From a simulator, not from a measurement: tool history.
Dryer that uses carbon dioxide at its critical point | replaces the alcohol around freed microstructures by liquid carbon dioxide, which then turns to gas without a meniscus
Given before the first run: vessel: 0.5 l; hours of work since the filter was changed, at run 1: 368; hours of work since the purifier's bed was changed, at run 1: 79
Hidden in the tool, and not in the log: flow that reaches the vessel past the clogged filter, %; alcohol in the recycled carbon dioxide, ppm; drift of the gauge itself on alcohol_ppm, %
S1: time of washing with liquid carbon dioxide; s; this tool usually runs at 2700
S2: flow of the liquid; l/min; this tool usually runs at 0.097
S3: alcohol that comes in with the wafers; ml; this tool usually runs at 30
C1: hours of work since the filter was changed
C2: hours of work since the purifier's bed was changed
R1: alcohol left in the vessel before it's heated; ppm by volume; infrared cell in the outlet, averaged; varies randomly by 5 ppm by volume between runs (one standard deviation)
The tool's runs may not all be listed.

run   hour    S1      S2  S3   C1   C2    R1
  1      0  2700   0.097  30  368   79    91
  2   10.7  2700   0.097  30  373   85    82
  3   19.4  2700  0.1222  30  378   89    34
  4   31.5  2700  0.1222  30  384   95    40
  5   42.1  2700  0.0998  30  390  101    76
  6   52.8  2700  0.0998  30  395  106    86
  7   58.8  2700  0.0998  30  398  109    87
  8   64.8  2700  0.0998  30  402  113    84
  9   72.4  2700  0.0998  30  405  117    91
 10   85.3  2700   0.097  30  412  123   105
 11   98.7  2700   0.097  30  419  130    96
 12  106.6  2700   0.097  30  423  134   107
 13  112.6  2700   0.097  30  426  137   105
     114.5  -- inlet filter changed
 14    126  2700   0.097  30    6  144    52
 15  135.4  2700   0.097  30   11  149    46
 16  148.7  2700  0.0772  30   18  156   161
 17  159.5  2700  0.0772  30   23  161   159
 18    168  2040  0.0772  48   28  166   953
 19  174.8  1980  0.1055  25   31  169   153
 20  181.1  2040  0.1271  28   35  172    72
 21  192.2  1680  0.1435  76   40  178   184
 22  199.5  1680    0.12  38   44  182   266
 23  206.9  1680    0.12  38   48  186   273
 24  213.2  2700  0.0786  52   51  189   247
 25  221.1  2700  0.0617  48   55  193   725
 26  228.6  3960  0.0706  35   59  197    65
 27  239.9  2940  0.0601  38   65  203   445
 28  252.5  1680  0.0733  35   72  209  1944
 29  262.1  2700   0.106  33   77  214    66

Some steps in R1 between neighbouring runs. How much of each would the tool show without its hidden state too (settings, what came in, random variation), and how much is left for the hidden state, with any gauge scatter that isn't in both results?
Run 27 -> 28: S1 2940 -> 1680, S2 0.0601 -> 0.0733, S3 38 -> 35. R1 +1499 ppm by volume: hidden state +135, all else +1364.
Run 28 -> 29: S1 1680 -> 2700, S2 0.0733 -> 0.106, S3 35 -> 33. R1 -1878 ppm by volume: hidden state -176, all else -1702.
